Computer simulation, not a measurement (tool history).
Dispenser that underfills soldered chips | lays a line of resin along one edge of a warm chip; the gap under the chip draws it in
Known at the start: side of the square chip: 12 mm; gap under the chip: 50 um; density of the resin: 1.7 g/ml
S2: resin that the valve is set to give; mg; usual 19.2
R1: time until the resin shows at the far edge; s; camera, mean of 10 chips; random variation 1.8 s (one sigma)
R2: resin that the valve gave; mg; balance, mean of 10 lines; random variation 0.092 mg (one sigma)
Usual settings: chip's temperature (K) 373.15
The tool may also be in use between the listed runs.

run 1 day=0 | chip's_temperature_(K)=373.15 S2=19.2 | R1=313.6 R2=17.94
-- day=0.175 new syringe of resin
run 2 day=0.325 | chip's_temperature_(K)=373.15 S2=19.2 | R1=207.2 R2=17.92
run 3 day=0.654 | chip's_temperature_(K)=373.15 S2=19.2 | R1=316.3 R2=17.59
-- day=0.75 dispensing valve cleaned and set on the balance
-- day=0.854 new syringe of resin
run 4 day=0.942 | chip's_temperature_(K)=373.15 S2=19.2 | R1=191.1 R2=19.17
run 5 day=1.267 | chip's_temperature_(K)=373.15 S2=19.2 | R1=282.5 R2=19.12
-- day=1.504 new syringe of resin
run 6 day=1.667 | chip's_temperature_(K)=373.15 S2=19.2 | R1=215.5 R2=19.07
run 7 day=1.938 | chip's_temperature_(K)=373.15 S2=19.2 | R1=293.2 R2=18.89
-- day=2.129 new syringe of resin
run 8 day=2.404 | chip's_temperature_(K)=373.15 S2=19.2 | R1=240.2 R2=18.83
-- day=2.758 new syringe of resin
run 9 day=2.875 | chip's_temperature_(K)=373.15 S2=19.2 | R1=200.8 R2=18.83
run 10 day=3.192 | chip's_temperature_(K)=373.15 S2=16.6 | R1=305.8 R2=16.21
-- day=3.4 new syringe of resin
run 11 day=3.425 | chip's_temperature_(K)=373.15 S2=16.6 | R1=181.1 R2=16.26
run 12 day=3.667 | chip's_temperature_(K)=373.15 S2=19.2 | R1=240 R2=18.56
-- day=4.029 new syringe of resin
run 13 day=4.125 | chip's_temperature_(K)=373.15 S2=19.2 | R1=192.6 R2=18.42
run 14 day=4.521 | chip's_temperature_(K)=362.15 S2=19.2 | R1=423.4 R2=18.34
-- day=4.658 new syringe of resin
run 15 day=4.867 | chip's_temperature_(K)=362.15 S2=19.2 | R1=311.5 R2=18.4
run 16 day=5.2 | chip's_temperature_(K)=369.15 S2=19.2 | R1=373 R2=18.39
-- day=5.308 new syringe of resin
run 17 day=5.671 | chip's_temperature_(K)=369.15 S2=19.2 | R1=304 R2=18.18
-- day=5.946 new syringe of resin
run 18 day=5.975 | chip's_temperature_(K)=369.15 S2=19.2 | R1=200.3 R2=18.06
run 19 day=6.362 | chip's_temperature_(K)=365.15 S2=21.1 | R1=351.2 R2=19.87
-- day=6.583 new syringe of resin
run 20 day=6.583 | chip's_temperature_(K)=382.15 S2=20.9 | R1=131.8 R2=19.58
run 21 day=6.95 | chip's_temperature_(K)=367.15 S2=19.3 | R1=313.9 R2=18.05
-- day=7.212 new syringe of resin
run 22 day=7.275 | chip's_temperature_(K)=363.15 S2=17 | R1=253.1 R2=15.85
-- day=7.475 dispensing valve cleaned and set on the balance
run 23 day=7.575 | chip's_temperature_(K)=369.15 S2=19.7 | R1=280.1 R2=19.7
-- day=7.883 new syringe of resin
run 24 day=7.954 | chip's_temperature_(K)=361.15 S2=18.7 | R1=261.5 R2=18.53
run 25 day=8.171 | chip's_temperature_(K)=373.15 S2=19.5 | R1=238.1 R2=19.35
-- day=8.521 new syringe of resin
run 26 day=8.633 | chip's_temperature_(K)=373.15 S2=22.5 | R1=188 R2=22.14
run 27 day=9.017 | chip's_temperature_(K)=373.15 S2=22.5 | R1=295.2 R2=22.13
-- day=9.162 new syringe of resin
run 28 day=9.242 | chip's_temperature_(K)=373.15 S2=22.5 | R1=184.4 R2=22.11
run 29 day=9.512 | chip's_temperature_(K)=387.15 S2=17.1 | R1=178.6 R2=16.57
-- day=9.817 new syringe of resin
run 30 day=9.992 | chip's_temperature_(K)=362.15 S2=19.2 | R1=286.9 R2=18.73
run 31 day=10.392 | chip's_temperature_(K)=388.15 S2=19.8 | R1=223.5 R2=19.13
-- day=10.442 new syringe of resin
run 32 day=10.696 | chip's_temperature_(K)=373.15 S2=16.5 | R1=239.4 R2=15.91
run 33 day=10.942 | chip's_temperature_(K)=373.15 S2=16.5 | R1=318.3 R2=15.74
-- day=11.071 new syringe of resin
run 34 day=11.412 | chip's_temperature_(K)=358.15 S2=20.4 | R1=374.8 R2=19.48
-- day=11.712 new syringe of resin
run 35 day=11.754 | chip's_temperature_(K)=378.15 S2=17.2 | R1=158.6 R2=16.35
run 36 day=12.158 | chip's_temperature_(K)=378.15 S2=17.2 | R1=254.9 R2=16.25

Hidden state or all else? Some run-to-run changes of R1, split into what the settings, what came in and random variation would give without the hidden state, and what is left for the hidden state (with any gauge scatter that isn't in both results):
The hidden state here: resin's viscosity, % of fresh resin's; dose that the valve gives, % of what is set; true chip temperature over the reading, C; drift of the gauge itself on fill_s, %; drift of the gauge itself on given_mg, %.
Run 13 -> 14: chip's temperature (K) 373.15 -> 362.15. R1 +230.8 s: hidden state +162.7, all else +68.1.
Run 18 -> 19: chip's temperature (K) 369.15 -> 365.15, S2 19.2 -> 21.1. R1 +150.9 s: hidden state +128, all else +22.9.
Run 19 -> 20: chip's temperature (K) 365.15 -> 382.15, S2 21.1 -> 20.9, new syringe of resin. R1 -219.4 s: hidden state -134.7, all else -84.7.
Run 34 -> 35: chip's temperature (K) 358.15 -> 378.15, S2 20.4 -> 17.2, new syringe of resin. R1 -216.2 s: hidden state -101.4, all else -114.8.
